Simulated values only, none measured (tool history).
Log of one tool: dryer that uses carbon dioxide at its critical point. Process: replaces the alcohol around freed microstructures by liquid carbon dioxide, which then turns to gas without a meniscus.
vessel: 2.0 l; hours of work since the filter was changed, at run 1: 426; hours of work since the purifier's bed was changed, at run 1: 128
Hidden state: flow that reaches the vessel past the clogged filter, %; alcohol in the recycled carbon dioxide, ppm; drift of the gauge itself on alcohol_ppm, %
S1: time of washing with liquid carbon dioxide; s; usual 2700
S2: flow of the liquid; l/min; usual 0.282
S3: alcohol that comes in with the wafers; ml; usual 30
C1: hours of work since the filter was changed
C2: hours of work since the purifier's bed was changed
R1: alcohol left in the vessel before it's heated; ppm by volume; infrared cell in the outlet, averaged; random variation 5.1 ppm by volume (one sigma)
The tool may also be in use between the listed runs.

Run 1, hour 0.0: usual settings; C1 426; C2 128. Result: R1 160 ppm by volume.
Run 2, hour 8.2: usual settings; C1 433; C2 135. Result: R1 160 ppm by volume.
Run 3, hour 19.8: usual settings; C1 442; C2 144. Result: R1 157 ppm by volume.
Run 4, hour 28.0: usual settings; C1 448; C2 150. Result: R1 171 ppm by volume.
Run 5, hour 39.9: usual settings; C1 458; C2 160. Result: R1 162 ppm by volume.
Run 6, hour 46.1: usual settings; C1 463; C2 164. Result: R1 165 ppm by volume.
Run 7, hour 54.3: usual settings; C1 469; C2 171. Result: R1 172 ppm by volume.
Run 8, hour 64.4: usual settings; C1 477; C2 179. Result: R1 178 ppm by volume.
At hour 75.8: inlet filter changed.
Run 9, hour 77.3: usual settings; C1 1; C2 188. Result: R1 146 ppm by volume.
Run 10, hour 84.0: usual settings; C1 7; C2 193. Result: R1 146 ppm by volume.
Run 11, hour 91.3: usual settings but S3 26 ml; C1 12; C2 199. Result: R1 129 ppm by volume.
Run 12, hour 103.9: usual settings but S2 0.324 l/min, S3 26 ml; C1 22; C2 209. Result: R1 105 ppm by volume.
Run 13, hour 109.5: usual settings but S2 0.324 l/min, S3 26 ml; C1 27; C2 214. Result: R1 116 ppm by volume.
Run 14, hour 122.0: usual settings but S2 0.324 l/min, S3 26 ml; C1 36; C2 223. Result: R1 109 ppm by volume.
Run 15, hour 131.2: usual settings but S2 0.324 l/min, S3 26 ml; C1 44; C2 231. Result: R1 105 ppm by volume.
Run 16, hour 143.5: usual settings but S2 0.324 l/min, S3 26 ml; C1 53; C2 240. Result: R1 119 ppm by volume.
Run 17, hour 153.2: usual settings but S2 0.324 l/min, S3 26 ml; C1 61; C2 248. Result: R1 118 ppm by volume.
Run 18, hour 162.5: usual settings but S2 0.191 l/min; C1 68; C2 255. Result: R1 509 ppm by volume.
Run 19, hour 173.1: usual settings but S2 0.191 l/min; C1 77; C2 264. Result: R1 519 ppm by volume.
Run 20, hour 182.0: usual settings but S2 0.428 l/min; C1 84; C2 271. Result: R1 98 ppm by volume.
Run 21, hour 190.3: usual settings but S2 0.428 l/min; C1 90; C2 277. Result: R1 113 ppm by volume.
Run 22, hour 196.9: usual settings but S2 0.428 l/min; C1 95; C2 282. Result: R1 109 ppm by volume.
Run 23, hour 204.7: usual settings but S2 0.428 l/min; C1 102; C2 289. Result: R1 107 ppm by volume.
Run 24, hour 212.5: usual settings but S2 0.428 l/min; C1 108; C2 295. Result: R1 111 ppm by volume.
Run 25, hour 217.9: usual settings but S1 2160 s, S2 0.287 l/min, S3 61 ml; C1 112; C2 299. Result: R1 557 ppm by volume.
Run 26, hour 228.6: usual settings but S1 3000 s, S2 0.237 l/min, S3 90 ml; C1 120; C2 307. Result: R1 453 ppm by volume.
Run 27, hour 239.6: usual settings but S2 0.311 l/min, S3 109 ml; C1 129; C2 316. Result: R1 294 ppm by volume.
Run 28, hour 245.2: usual settings but S2 0.311 l/min, S3 109 ml; C1 133; C2 320. Result: R1 293 ppm by volume.
Run 29, hour 256.0: usual settings but S2 0.333 l/min, S3 26 ml; C1 142; C2 329. Result: R1 146 ppm by volume.
Run 30, hour 268.1: usual settings but S2 0.333 l/min, S3 26 ml; C1 151; C2 338. Result: R1 150 ppm by volume.
Run 31, hour 278.9: usual settings but S2 0.333 l/min, S3 26 ml; C1 160; C2 347. Result: R1 138 ppm by volume.
Run 32, hour 286.4: usual settings but S2 0.333 l/min, S3 26 ml; C1 166; C2 353. Result: R1 152 ppm by volume.
Run 33, hour 298.8: usual settings but S2 0.333 l/min, S3 26 ml; C1 176; C2 363. Result: R1 155 ppm by volume.
Run 34, hour 311.7: usual settings but S1 1680 s, S2 0.333 l/min, S3 27 ml; C1 186; C2 373. Result: R1 442 ppm by volume.
Run 35, hour 321.6: usual settings but S1 1680 s, S2 0.333 l/min, S3 27 ml; C1 194; C2 381. Result: R1 442 ppm by volume.
Run 36, hour 329.3: usual settings but S1 3420 s, S2 0.396 l/min, S3 50 ml; C1 200; C2 387. Result: R1 133 ppm by volume.
Run 37, hour 335.1: usual settings but S1 1740 s, S3 28 ml; C1 204; C2 391. Result: R1 655 ppm by volume.
Run 38, hour 347.1: usual settings but S1 1980 s, S2 0.202 l/min; C1 214; C2 401. Result: R1 1156 ppm by volume.
Run 39, hour 354.3: usual settings but S1 1980 s, S2 0.311 l/min, S3 51 ml; C1 219; C2 406. Result: R1 557 ppm by volume.
Run 40, hour 362.4: usual settings but S1 1800 s, S2 0.174 l/min, S3 96 ml; C1 226; C2 413. Result: R1 5858 ppm by volume.
Run 41, hour 369.9: usual settings but S1 1800 s, S2 0.174 l/min, S3 96 ml; C1 232; C2 419. Result: R1 5940 ppm by volume.
Run 42, hour 379.7: usual settings but S1 1800 s, S2 0.174 l/min, S3 96 ml; C1 239; C2 426. Result: R1 6129 ppm by volume.
Run 43, hour 386.4: usual settings but S1 1800 s, S2 0.174 l/min, S3 96 ml; C1 245; C2 432. Result: R1 6173 ppm by volume.
Run 44, hour 394.1: usual settings but S1 1800 s, S2 0.174 l/min, S3 96 ml; C1 251; C2 438. Result: R1 6088 ppm by volume.
Run 45, hour 405.8: usual settings but S1 2820 s, S2 0.357 l/min, S3 104 ml; C1 260; C2 447. Result: R1 221 ppm by volume.
Run 46, hour 412.6: usual settings but S1 2100 s, S2 0.422 l/min, S3 33 ml; C1 265; C2 452. Result: R1 194 ppm by volume.
Run 47, hour 424.8: usual settings but S1 2460 s, S2 0.435 l/min, S3 90 ml; C1 275; C2 462. Result: R1 193 ppm by volume.

3 ways to go on from here, each from the tool as it stands after run 47. What would each give?
Run A, hour 431.9: usual settings but S1 2460 s, S2 0.372 l/min, S3 90 ml; C1 281; C2 468. Result: R1 ?.
Run B, hour 431.9: usual settings but S1 2460 s, S2 0.337 l/min, S3 90 ml; C1 281; C2 468. Result: R1 ?.
Run C, hour 431.9: usual settings but S2 0.445 l/min, S3 23 ml; C1 281; C2 468. Result: R1 ?.

run   R1
  A  269
  B  343
  C  161
Without the tool's hidden state the same runs would have given:
run   R1
  A   85
  B  144
  C    3

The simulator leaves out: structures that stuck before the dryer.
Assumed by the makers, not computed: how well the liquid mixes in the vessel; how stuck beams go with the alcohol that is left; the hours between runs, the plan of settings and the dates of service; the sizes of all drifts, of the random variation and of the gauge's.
